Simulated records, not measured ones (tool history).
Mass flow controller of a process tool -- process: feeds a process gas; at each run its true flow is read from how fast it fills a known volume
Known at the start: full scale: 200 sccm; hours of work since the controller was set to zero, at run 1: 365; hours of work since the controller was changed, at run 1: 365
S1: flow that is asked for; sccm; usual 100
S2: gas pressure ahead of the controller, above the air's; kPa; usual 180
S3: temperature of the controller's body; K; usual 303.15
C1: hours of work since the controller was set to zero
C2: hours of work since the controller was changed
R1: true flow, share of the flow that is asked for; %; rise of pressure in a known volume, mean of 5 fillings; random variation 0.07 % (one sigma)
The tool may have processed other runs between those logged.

run	day	S1	S2	S3	C1	C2	R1
1	0	100	180	303.15	365	365	98.6
2	4.442	100	180	302.15	398	398	98.69
3	10.296	100	221	302.15	441	441	98.53
4	13.862	100	221	302.15	467	467	98.43
5	17.55	100	180	303.15	494	494	98.72
6	21.746	100	180	303.15	525	525	98.64
7	27.658	100	180	303.15	569	569	98.38
8	30.667	100	180	303.15	591	591	98.6
9	35.762	100	180	303.15	628	628	98.65
10	39.233	100	180	303.15	654	654	98.58
11	44.379	100	158	303.15	692	692	98.77
12	50.675	100	180	301.15	738	738	98.71
13	57.033	100	180	301.15	785	785	98.82
14	61.229	100	220	301.15	816	816	98.57
15	65.496	100	242	303.15	847	847	98.38
16	69.942	100	242	303.15	880	880	98.48
17	72.833	100	180	303.15	901	901	98.72
18	77.608	115	180	303.15	936	936	98.99
19	82.588	100	172	303.15	973	973	98.81
20	86.342	100	172	303.15	1000	1000	98.86
21	91.233	100	172	303.15	1036	1036	98.72
22	94.146	100	180	300.15	1058	1058	98.9
23	97.7	100	180	303.15	1084	1084	98.69
24	102.604	191	226	299.15	1120	1120	100.15
25	106.817	117	180	295.15	1151	1151	99.54
26	110.512	117	180	295.15	1178	1178	99.55
27	115.767	62	278	303.15	1217	1217	97.98
# day 116.075: controller's zero set anew
28	120.092	100	180	294.15	30	1249	99.62
29	126.658	172	190	295.15	78	1297	100.4
30	130.258	154	222	295.15	104	1323	100.07
# day 134.633: controller's zero set anew, once more
31	136.475	52	190	297.15	14	1369	98.34
32	141.3	21	225	297.15	49	1404	97.99
33	145.312	22	229	306.15	79	1434	97.32
34	151	83	180	305.15	120	1476	98.28
35	154.488	115	151	306.15	146	1501	98.74
36	160.496	111	216	295.15	190	1546	99.11
37	164.058	29	222	298.15	216	1572	97.94
38	169.175	94	180	301.15	254	1610	98.83
39	173.712	62	158	301.15	287	1643	98.34
40	180.121	95	187	307.15	335	1690	98.32
41	183.533	65	249	298.15	360	1715	98.24
42	187.983	65	187	308.15	392	1748	97.76
43	194.05	158	180	306.15	437	1793	99.34
44	199.196	24	181	302.15	475	1830	98.17
45	203.038	82	181	305.15	503	1859	98.28

Hidden condition of the tool, last listed run before each entry between runs versus first listed run after:
From run 27 to run 28: controller's zero set anew (day 116.075)
  flow at rest that the sensor doesn't see, % of full scale: 0.161 -> 0.237; true flow over the shown one, %: 0.32 -> 0.33
  measured result minus the result with no hidden state, R1: +0.84 -> +0.81 %
From run 30 to run 31: controller's zero set anew, once more (day 134.633)
  flow at rest that the sensor doesn't see, % of full scale: 0.245 -> 0.041
  measured result minus the result with no hidden state, R1: +0.66 -> +0.5 %
